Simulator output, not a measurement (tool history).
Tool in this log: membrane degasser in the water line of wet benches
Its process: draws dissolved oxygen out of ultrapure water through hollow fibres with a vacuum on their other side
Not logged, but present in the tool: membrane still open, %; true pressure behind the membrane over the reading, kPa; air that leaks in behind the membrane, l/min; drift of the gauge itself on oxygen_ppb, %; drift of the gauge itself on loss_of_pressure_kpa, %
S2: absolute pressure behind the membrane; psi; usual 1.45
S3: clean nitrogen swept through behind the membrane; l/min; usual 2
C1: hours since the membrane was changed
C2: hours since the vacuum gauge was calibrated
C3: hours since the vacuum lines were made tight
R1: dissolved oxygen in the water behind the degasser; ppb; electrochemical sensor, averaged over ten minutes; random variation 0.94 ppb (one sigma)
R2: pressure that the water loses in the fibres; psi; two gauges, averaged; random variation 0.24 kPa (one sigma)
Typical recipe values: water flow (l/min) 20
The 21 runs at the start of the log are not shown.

Run 22, day 39.533: usual settings but S2 1.06 psi; C1 3150; C2 2623; C3 2814. Result: R1 104.1 ppb, R2 9.224 psi.
Run 23, day 41.571: usual settings but water flow (l/min) 24, S3 4.01 l/min; C1 3199; C2 2671; C3 2863. Result: R1 107.9 ppb, R2 10.99 psi.
Run 24, day 43.592: usual settings but water flow (l/min) 24, S2 3.45 psi, S3 4.01 l/min; C1 3247; C2 2720; C3 2911. Result: R1 301.6 ppb, R2 11.017 psi.
Run 25, day 45.038: usual settings but water flow (l/min) 24, S2 3.45 psi, S3 4.01 l/min; C1 3282; C2 2755; C3 2946. Result: R1 300 ppb, R2 11.087 psi.
Run 26, day 46.371: usual settings but water flow (l/min) 29, S2 1.52 psi, S3 1.78 l/min; C1 3314; C2 2787; C3 2978. Result: R1 287.6 ppb, R2 13.352 psi.
Run 27, day 48.321: usual settings but water flow (l/min) 13, S2 1.97 psi, S3 1.78 l/min; C1 3361; C2 2833; C3 3025. Result: R1 183.5 ppb, R2 5.994 psi.
Run 28, day 50.175: usual settings but water flow (l/min) 13, S2 1.97 psi, S3 1.78 l/min; C1 3405; C2 2878; C3 3069. Result: R1 185.4 ppb, R2 5.989 psi.
Run 29, day 52.229: usual settings but water flow (l/min) 15, S2 0.91 psi, S3 1.76 l/min; C1 3454; C2 2927; C3 3118. Result: R1 68.3 ppb, R2 6.92 psi.
Run 30, day 53.246: usual settings but water flow (l/min) 17, S2 2.26 psi; C1 3479; C2 2952; C3 3143. Result: R1 250.7 ppb, R2 7.883 psi.
Run 31, day 54.6: usual settings but water flow (l/min) 17, S2 2.26 psi; C1 3511; C2 2984; C3 3175. Result: R1 251.3 ppb, R2 7.799 psi.
Run 32, day 56.833: usual settings but water flow (l/min) 30; C1 3565; C2 3038; C3 3229. Result: R1 257.6 ppb, R2 13.89 psi.

3 options for the next run, each taken on its own from the tool as it stands now. Forecast them:
Run A, day 58.746: usual settings but water flow (l/min) 13, S2 1.67 psi, S3 5.46 l/min; C1 3611; C2 3084; C3 3275. Result: R1 ?, R2 ?.
Run B, day 58.746: usual settings but S2 2.87 psi, S3 1.16 l/min; C1 3611; C2 3084; C3 3275. Result: R1 ?, R2 ?.
Run C, day 58.746: usual settings but water flow (l/min) 31, S3 0.83 l/min; C1 3611; C2 3084; C3 3275. Result: R1 ?, R2 ?.

run     R1      R2
  A   50.9   6.048
  B  617.3   9.275
  C  525.4  14.299
What these runs would have given with no unlogged condition in the tool:
run     R1      R2
  A     49   5.864
  B  606.6   8.991
  C  504.9  13.861
